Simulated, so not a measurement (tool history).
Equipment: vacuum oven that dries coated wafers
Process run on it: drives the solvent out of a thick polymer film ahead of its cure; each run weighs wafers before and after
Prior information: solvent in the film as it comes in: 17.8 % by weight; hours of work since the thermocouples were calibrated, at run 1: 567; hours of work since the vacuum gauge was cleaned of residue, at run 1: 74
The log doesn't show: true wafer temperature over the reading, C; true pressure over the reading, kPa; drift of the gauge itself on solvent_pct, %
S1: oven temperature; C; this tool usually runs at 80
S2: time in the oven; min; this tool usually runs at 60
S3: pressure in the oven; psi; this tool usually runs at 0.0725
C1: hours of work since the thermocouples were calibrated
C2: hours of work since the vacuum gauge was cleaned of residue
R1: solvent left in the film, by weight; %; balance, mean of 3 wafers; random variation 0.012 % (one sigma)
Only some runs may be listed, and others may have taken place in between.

Run 1, day 0.000: usual settings; C1 567; C2 74. Result: R1 3.25 %.
Run 2, day 0.571: usual settings; C1 574; C2 80. Result: R1 3.24 %.
Run 3, day 1.612: usual settings; C1 585; C2 92. Result: R1 3.24 %.
Run 4, day 2.079: usual settings; C1 591; C2 97. Result: R1 3.25 %.
Run 5, day 2.825: usual settings; C1 599; C2 106. Result: R1 3.28 %.
Run 6, day 3.400: usual settings but S1 74 C; C1 606; C2 112. Result: R1 4.83 %.
Run 7, day 3.962: usual settings but S1 74 C; C1 612; C2 119. Result: R1 4.80 %.
Run 8, day 4.667: usual settings; C1 620; C2 127. Result: R1 3.23 %.
Run 9, day 5.608: usual settings; C1 631; C2 137. Result: R1 3.23 %.
Run 10, day 6.579: usual settings; C1 642; C2 148. Result: R1 3.22 %.
Run 11, day 7.138: usual settings; C1 648; C2 154. Result: R1 3.24 %.
Run 12, day 7.971: usual settings; C1 657; C2 164. Result: R1 3.22 %.
Run 13, day 8.921: usual settings; C1 668; C2 175. Result: R1 3.22 %.
Run 14, day 9.621: usual settings but S2 63 min; C1 676; C2 183. Result: R1 3.01 %.
Run 15, day 10.567: usual settings but S2 63 min; C1 687; C2 193. Result: R1 3.02 %.
Run 16, day 11.567: usual settings but S2 63 min; C1 698; C2 205. Result: R1 2.99 %.
Run 17, day 12.088: usual settings; C1 704; C2 210. Result: R1 3.22 %.
Run 18, day 12.708: usual settings; C1 711; C2 218. Result: R1 3.21 %.
Run 19, day 13.529: usual settings but S3 0.0892 psi; C1 720; C2 227. Result: R1 3.24 %.
Run 20, day 14.129: usual settings but S3 0.0892 psi; C1 727; C2 234. Result: R1 3.25 %.
Run 21, day 14.738: usual settings; C1 734; C2 240. Result: R1 3.23 %.
Run 22, day 15.171: usual settings; C1 739; C2 245. Result: R1 3.22 %.
Run 23, day 16.100: usual settings but S1 69 C, S2 74 min, S3 0.0409 psi; C1 749; C2 256. Result: R1 5.01 %.
Run 24, day 16.733: usual settings but S1 79 C, S2 89 min, S3 0.1131 psi; C1 756; C2 263. Result: R1 1.88 %.
Run 25, day 17.325: usual settings but S2 87 min, S3 0.2267 psi; C1 763; C2 270. Result: R1 1.98 %.
Run 26, day 18.212: usual settings but S2 87 min, S3 0.2267 psi; C1 773; C2 280. Result: R1 1.99 %.
Run 27, day 18.662: usual settings but S2 87 min, S3 0.2267 psi; C1 778; C2 285. Result: R1 1.97 %.
Run 28, day 19.100: usual settings but S2 87 min, S3 0.2267 psi; C1 783; C2 290. Result: R1 1.97 %.
Run 29, day 19.883: usual settings but S2 83 min, S3 0.0425 psi; C1 792; C2 299. Result: R1 1.81 %.
Run 30, day 20.829: usual settings but S1 89 C, S2 67 min, S3 0.0425 psi; C1 803; C2 309. Result: R1 1.08 %.
At day 21.471: oven's thermocouples calibrated.
Run 31, day 21.592: usual settings but S1 67 C, S2 42 min, S3 0.0795 psi; C1 1; C2 317. Result: R1 8.69 %.
Run 32, day 22.108: usual settings but S1 67 C, S2 39 min, S3 0.0795 psi; C1 7; C2 323. Result: R1 8.96 %.
Run 33, day 23.079: usual settings but S1 67 C, S2 39 min, S3 0.0795 psi; C1 18; C2 334. Result: R1 8.94 %.
Run 34, day 24.046: usual settings but S1 90 C, S2 45 min, S3 0.0561 psi; C1 29; C2 345. Result: R1 2.41 %.
Run 35, day 25.079: usual settings but S1 90 C, S2 45 min, S3 0.0754 psi; C1 41; C2 357. Result: R1 2.44 %.
Run 36, day 25.896: usual settings but S2 38 min, S3 0.0468 psi; C1 50; C2 366. Result: R1 5.65 %.
Run 37, day 26.833: usual settings but S1 92 C, S2 59 min, S3 0.0468 psi; C1 61; C2 376. Result: R1 1.12 %.
Run 38, day 27.638: usual settings but S1 91 C, S2 94 min, S3 0.0603 psi; C1 70; C2 385. Result: R1 0.37 %.
Run 39, day 28.521: usual settings but S1 66 C, S2 33 min, S3 0.1649 psi; C1 80; C2 395. Result: R1 10.05 %.
Run 40, day 29.525: usual settings but S1 95 C, S2 51 min, S3 0.0470 psi; C1 91; C2 407. Result: R1 1.13 %.
Run 41, day 30.196: usual settings but S1 95 C, S2 51 min, S3 0.0470 psi; C1 99; C2 414. Result: R1 1.12 %.
Run 42, day 30.871: usual settings but S2 44 min, S3 0.0444 psi; C1 106; C2 422. Result: R1 4.88 %.
Run 43, day 31.433: usual settings but S2 44 min, S3 0.0444 psi; C1 113; C2 428. Result: R1 4.87 %.
Run 44, day 32.346: usual settings but S1 91 C, S2 93 min, S3 0.1273 psi; C1 123; C2 439. Result: R1 0.46 %.

Take each entry between the runs: how does the hidden state at the last listed run before it differ from the hidden state at the first listed run after it?
From run 30 to run 31: oven's thermocouples calibrated (day 21.471)
  true wafer temperature over the reading, C: 0.82 -> 0.16; true pressure over the reading, kPa: 0.126 -> 0.13
  measured result minus the result with no hidden state, R1: -0.08 -> -0.01 %
